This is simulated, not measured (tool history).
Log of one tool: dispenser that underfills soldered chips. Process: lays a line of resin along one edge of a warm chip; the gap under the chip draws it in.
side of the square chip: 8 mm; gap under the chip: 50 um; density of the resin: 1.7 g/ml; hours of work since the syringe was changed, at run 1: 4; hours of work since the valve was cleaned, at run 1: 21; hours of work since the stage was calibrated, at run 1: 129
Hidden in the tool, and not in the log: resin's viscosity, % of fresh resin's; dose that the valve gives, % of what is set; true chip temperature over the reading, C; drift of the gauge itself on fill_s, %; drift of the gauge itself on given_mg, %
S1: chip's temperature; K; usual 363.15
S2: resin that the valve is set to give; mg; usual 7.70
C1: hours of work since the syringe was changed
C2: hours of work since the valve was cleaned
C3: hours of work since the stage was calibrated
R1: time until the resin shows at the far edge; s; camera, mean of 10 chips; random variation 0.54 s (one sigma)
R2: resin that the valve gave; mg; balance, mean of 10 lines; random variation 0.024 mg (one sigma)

| run | day | S1 | S2 | C1 | C2 | C3 | R1 | R2 |
|---|---|---|---|---|---|---|---|---|
| 1 | 0.000 | 363.15 | 7.70 | 4 | 21 | 129 | 60.5 | 7.64 |
| 2 | 0.208 | 363.15 | 7.70 | 8 | 25 | 133 | 79.2 | 7.65 |
|  | 0.417 | new syringe of resin |
| 3 | 0.417 | 355.15 | 7.70 | 0 | 28 | 136 | 57.5 | 7.61 |
| 4 | 0.554 | 363.15 | 7.70 | 3 | 31 | 139 | 54.3 | 7.61 |
| 5 | 0.717 | 363.15 | 7.70 | 6 | 34 | 142 | 68.7 | 7.58 |
| 6 | 0.846 | 363.15 | 7.70 | 8 | 36 | 144 | 81.4 | 7.60 |
| 7 | 1.012 | 363.15 | 7.70 | 11 | 39 | 147 | 103.9 | 7.55 |
|  | 1.054 | new syringe of resin |
| 8 | 1.242 | 363.15 | 7.70 | 3 | 43 | 151 | 57.9 | 7.55 |
| 9 | 1.412 | 363.15 | 7.70 | 7 | 47 | 154 | 75.0 | 7.54 |
| 10 | 1.558 | 363.15 | 7.70 | 9 | 49 | 157 | 90.7 | 7.51 |
| 11 | 1.662 | 378.15 | 7.70 | 11 | 51 | 159 | 71.0 | 7.46 |
|  | 1.696 | new syringe of resin |
| 12 | 1.792 | 378.15 | 7.70 | 2 | 53 | 161 | 34.8 | 7.51 |
| 13 | 1.996 | 378.15 | 7.70 | 6 | 57 | 165 | 46.1 | 7.49 |
| 14 | 2.129 | 378.15 | 8.42 | 8 | 59 | 167 | 53.0 | 8.19 |
|  | 2.333 | new syringe of resin |
| 15 | 2.367 | 363.15 | 7.70 | 1 | 64 | 172 | 46.4 | 7.48 |
| 16 | 2.479 | 363.15 | 7.70 | 3 | 66 | 174 | 54.8 | 7.45 |
| 17 | 2.646 | 357.15 | 7.70 | 6 | 69 | 177 | 81.0 | 7.48 |
| 18 | 2.862 | 363.15 | 7.70 | 10 | 73 | 181 | 93.5 | 7.43 |
|  | 2.971 | new syringe of resin |
| 19 | 3.067 | 363.15 | 7.70 | 2 | 76 | 184 | 52.0 | 7.43 |
| 20 | 3.300 | 361.15 | 9.87 | 6 | 80 | 188 | 73.0 | 9.48 |
|  | 3.496 | dispensing valve cleaned and set on the balance |
| 21 | 3.533 | 361.15 | 9.87 | 10 | 1 | 192 | 94.3 | 9.90 |
|  | 3.642 | new syringe of resin |
| 22 | 3.658 | 366.15 | 7.86 | 0 | 3 | 194 | 41.3 | 7.83 |
| 23 | 3.808 | 366.15 | 8.06 | 3 | 6 | 197 | 50.6 | 8.00 |
| 24 | 3.946 | 366.15 | 8.06 | 6 | 8 | 199 | 62.0 | 8.00 |
| 25 | 4.062 | 354.15 | 6.67 | 8 | 10 | 201 | 107.5 | 6.61 |
| 26 | 4.246 | 359.15 | 7.02 | 11 | 14 | 205 | 116.7 | 6.96 |
|  | 4.279 | new syringe of resin |
| 27 | 4.438 | 349.15 | 9.53 | 3 | 17 | 208 | 80.3 | 9.41 |
| 28 | 4.654 | 350.15 | 7.23 | 7 | 21 | 212 | 111.7 | 7.14 |
| 29 | 4.754 | 377.15 | 9.66 | 9 | 23 | 214 | 57.0 | 9.56 |
| 30 | 4.867 | 350.15 | 6.74 | 11 | 25 | 216 | 152.2 | 6.63 |
|  | 4.908 | new syringe of resin |
| 31 | 5.117 | 350.15 | 6.74 | 4 | 29 | 220 | 89.8 | 6.63 |
| 32 | 5.308 | 374.15 | 6.87 | 7 | 33 | 224 | 58.4 | 6.72 |
| 33 | 5.425 | 350.15 | 7.27 | 9 | 35 | 226 | 132.8 | 7.11 |
|  | 5.554 | new syringe of resin |
| 34 | 5.600 | 363.15 | 7.12 | 1 | 38 | 229 | 49.2 | 6.93 |
| 35 | 5.838 | 363.15 | 8.16 | 5 | 42 | 233 | 66.4 | 7.87 |
| 36 | 6.025 | 355.15 | 7.70 | 9 | 46 | 237 | 108.8 | 7.49 |
|  | 6.204 | new syringe of resin |
| 37 | 6.267 | 366.15 | 7.70 | 1 | 50 | 241 | 44.2 | 7.49 |

Some steps in R1 between neighbouring runs. How much of each would the tool show without its hidden state too (settings, what came in, random variation), and how much is left for the hidden state, with any gauge scatter that isn't in both results?
Run 29 -> 30: S1 377.15 -> 350.15, S2 9.66 -> 6.74. R1 +95.2 s: hidden state +57.4, all else +37.8.
Run 30 -> 31: new syringe of resin. R1 -62.4 s: hidden state -63.3, all else +0.9.
Run 32 -> 33: S1 374.15 -> 350.15, S2 6.87 -> 7.27. R1 +74.4 s: hidden state +42.8, all else +31.6.
Run 33 -> 34: S1 350.15 -> 363.15, S2 7.27 -> 7.12, new syringe of resin. R1 -83.6 s: hidden state -63.9, all else -19.7.

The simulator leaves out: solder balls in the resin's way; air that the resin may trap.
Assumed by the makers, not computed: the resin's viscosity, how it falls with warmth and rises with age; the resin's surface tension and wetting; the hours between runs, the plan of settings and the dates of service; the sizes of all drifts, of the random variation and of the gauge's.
